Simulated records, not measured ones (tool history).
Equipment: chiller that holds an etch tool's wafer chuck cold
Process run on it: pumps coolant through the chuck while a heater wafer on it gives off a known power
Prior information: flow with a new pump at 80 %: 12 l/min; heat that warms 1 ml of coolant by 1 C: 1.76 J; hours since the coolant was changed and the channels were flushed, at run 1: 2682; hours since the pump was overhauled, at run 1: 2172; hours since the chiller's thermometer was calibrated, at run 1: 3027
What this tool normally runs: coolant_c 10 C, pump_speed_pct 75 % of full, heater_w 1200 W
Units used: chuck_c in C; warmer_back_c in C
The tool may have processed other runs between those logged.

run,hour,coolant_c,pump_speed_pct,heater_w,hours since the coolant was changed and the channels were flushed,hours since the pump was overhauled,hours since the chiller's thermometer was calibrated,chuck_c,warmer_back_c
1,0.0,10,75,1200,2682,2172,3027,20.9,3.75
2,63.5,10,99,1200,2745,2235,3090,18.7,2.82
3,104.4,10,99,1200,2786,2276,3131,18.7,2.85
4,191.4,10,99,1200,2873,2363,3218,18.6,2.83
5,237.4,10,99,1200,2919,2409,3264,18.7,2.85
# hour 243.3: chiller's thermometer calibrated
6,284.1,10,99,1200,2965,2455,41,18.5,2.82
7,368.4,10,99,1200,3049,2539,125,18.8,2.85
8,449.7,16,75,1200,3130,2620,206,27.1,3.81
9,505.9,10,87,1200,3187,2677,263,19.8,3.23
10,576.0,10,87,614,3257,2747,333,14.9,1.66
11,631.0,10,80,1200,3312,2802,388,20.7,3.54
# hour 707.0: chiller's thermometer calibrated, once more
12,712.2,10,82,639,3392,2882,5,15.9,1.83
13,792.4,2,84,1379,3472,2962,85,14.2,3.86
14,837.7,2,84,1379,3518,3007,131,14.1,3.87
15,894.4,2,84,1379,3574,3064,187,14.1,3.89
16,980.2,16,82,1379,3660,3150,273,28.5,3.98
17,1038.5,13,87,1379,3718,3208,331,24.8,3.75
18,1083.5,13,62,1042,3763,3253,376,25.0,4.03

Take each entry between the runs: how does the hidden state at the last listed run before it differ from the hidden state at the first listed run after it?
Logged between run 5 and run 6: chiller's thermometer calibrated (hour 243.3)
  heat passed by the chuck's channels, % of clean ones': 85.6 -> 85.4; flow at a given pump speed, % of a new pump's: 96.6 -> 96.5; coolant's true temperature over the reading, C: -0.23 -> -0.32
  measured result minus the result with no hidden state, chuck_c: +1.0 -> +1.0 C; warmer_back_c: +0.10 -> +0.10 C
Logged between run 11 and run 12: chiller's thermometer calibrated, once more (hour 707.0)
  heat passed by the chuck's channels, % of clean ones': 83.9 -> 83.5; flow at a given pump speed, % of a new pump's: 96 -> 95.9; coolant's true temperature over the reading, C: -0.35 -> -0.03
  measured result minus the result with no hidden state, chuck_c: +1.4 -> +1.0 C; warmer_back_c: +0.14 -> +0.07 C

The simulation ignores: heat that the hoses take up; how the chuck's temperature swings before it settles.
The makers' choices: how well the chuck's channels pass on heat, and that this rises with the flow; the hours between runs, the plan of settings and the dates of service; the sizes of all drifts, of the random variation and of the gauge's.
